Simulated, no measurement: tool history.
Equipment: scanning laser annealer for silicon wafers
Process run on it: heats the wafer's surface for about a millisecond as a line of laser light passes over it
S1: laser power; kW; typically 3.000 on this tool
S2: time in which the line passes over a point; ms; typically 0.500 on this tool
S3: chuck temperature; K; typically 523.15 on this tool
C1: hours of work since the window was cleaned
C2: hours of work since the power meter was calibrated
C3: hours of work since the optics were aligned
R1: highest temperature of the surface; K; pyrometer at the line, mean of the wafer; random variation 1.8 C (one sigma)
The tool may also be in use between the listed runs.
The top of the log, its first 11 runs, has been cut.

{"hour": 245.1, "done": "window over the wafer cleaned"}
{"run": 12, "hour": 263.8, "S1": 3.0, "S2": 0.5, "S3": 556.15, "C1": 13, "C2": 702, "C3": 372, "R1": 1315.15}
{"run": 13, "hour": 280.3, "S1": 3.0, "S2": 0.5, "S3": 556.15, "C1": 24, "C2": 714, "C3": 384, "R1": 1318.15}
{"run": 14, "hour": 296.5, "S1": 3.044, "S2": 0.5, "S3": 556.15, "C1": 35, "C2": 725, "C3": 395, "R1": 1327.15}
{"run": 15, "hour": 328.7, "S1": 3.0, "S2": 0.5, "S3": 499.15, "C1": 58, "C2": 747, "C3": 417, "R1": 1257.15}
{"run": 16, "hour": 358.1, "S1": 3.0, "S2": 0.483, "S3": 523.15, "C1": 78, "C2": 767, "C3": 437, "R1": 1261.15}
{"run": 17, "hour": 387.5, "S1": 3.0, "S2": 0.483, "S3": 523.15, "C1": 98, "C2": 788, "C3": 458, "R1": 1266.15}
{"run": 18, "hour": 407.1, "S1": 3.0, "S2": 0.483, "S3": 523.15, "C1": 112, "C2": 801, "C3": 471, "R1": 1264.15}
{"run": 19, "hour": 424.9, "S1": 3.0, "S2": 0.483, "S3": 523.15, "C1": 124, "C2": 813, "C3": 483, "R1": 1260.15}
{"run": 20, "hour": 452.4, "S1": 3.0, "S2": 0.483, "S3": 523.15, "C1": 143, "C2": 832, "C3": 502, "R1": 1262.15}
{"run": 21, "hour": 480.8, "S1": 3.0, "S2": 0.483, "S3": 523.15, "C1": 162, "C2": 852, "C3": 522, "R1": 1261.15}
{"run": 22, "hour": 514.6, "S1": 3.156, "S2": 0.581, "S3": 518.15, "C1": 186, "C2": 875, "C3": 545, "R1": 1394.15}
{"run": 23, "hour": 538.2, "S1": 3.236, "S2": 0.5, "S3": 508.15, "C1": 202, "C2": 891, "C3": 561, "R1": 1329.15}
{"run": 24, "hour": 568.5, "S1": 3.236, "S2": 0.5, "S3": 508.15, "C1": 223, "C2": 912, "C3": 582, "R1": 1328.15}
{"run": 25, "hour": 600.1, "S1": 3.236, "S2": 0.5, "S3": 508.15, "C1": 244, "C2": 934, "C3": 604, "R1": 1324.15}
{"run": 26, "hour": 627.3, "S1": 3.236, "S2": 0.414, "S3": 551.15, "C1": 263, "C2": 953, "C3": 623, "R1": 1280.15}
{"run": 27, "hour": 660.8, "S1": 3.236, "S2": 0.414, "S3": 551.15, "C1": 286, "C2": 976, "C3": 646, "R1": 1280.15}
{"run": 28, "hour": 688.1, "S1": 2.758, "S2": 0.5, "S3": 523.15, "C1": 305, "C2": 995, "C3": 665, "R1": 1198.15}
{"run": 29, "hour": 708.3, "S1": 3.0, "S2": 0.614, "S3": 523.15, "C1": 319, "C2": 1009, "C3": 679, "R1": 1364.15}
{"hour": 714.8, "done": "optics aligned, line set to its width"}
{"run": 30, "hour": 740.4, "S1": 2.791, "S2": 0.614, "S3": 488.15, "C1": 338, "C2": 1027, "C3": 18, "R1": 1262.15}
{"run": 31, "hour": 756.5, "S1": 3.0, "S2": 0.43, "S3": 536.15, "C1": 349, "C2": 1038, "C3": 29, "R1": 1213.15}
{"run": 32, "hour": 783.6, "S1": 3.0, "S2": 0.43, "S3": 536.15, "C1": 367, "C2": 1057, "C3": 47, "R1": 1217.15}
{"run": 33, "hour": 809.6, "S1": 3.0, "S2": 0.43, "S3": 536.15, "C1": 385, "C2": 1075, "C3": 65, "R1": 1213.15}
{"hour": 829.9, "done": "optics aligned, line set to its width, once more"}
{"hour": 831.9, "done": "window over the wafer cleaned"}
{"run": 34, "hour": 847.4, "S1": 3.025, "S2": 0.5, "S3": 523.15, "C1": 11, "C2": 1096, "C3": 11, "R1": 1296.15}
{"run": 35, "hour": 864.9, "S1": 3.025, "S2": 0.5, "S3": 498.15, "C1": 23, "C2": 1108, "C3": 23, "R1": 1268.15}

Expected results for the next run?
{"run": 36, "hour": 896.8, "S1": 2.701, "S2": 0.5, "S3": 545.15, "C1": 45, "C2": 1130, "C3": 45, "R1": "?"}

Run 36 gave R1 1222.15 K.
Take away the tool's hidden state, keep the run-to-run variation as it was, and the same run would have given R1 1222.15 K.
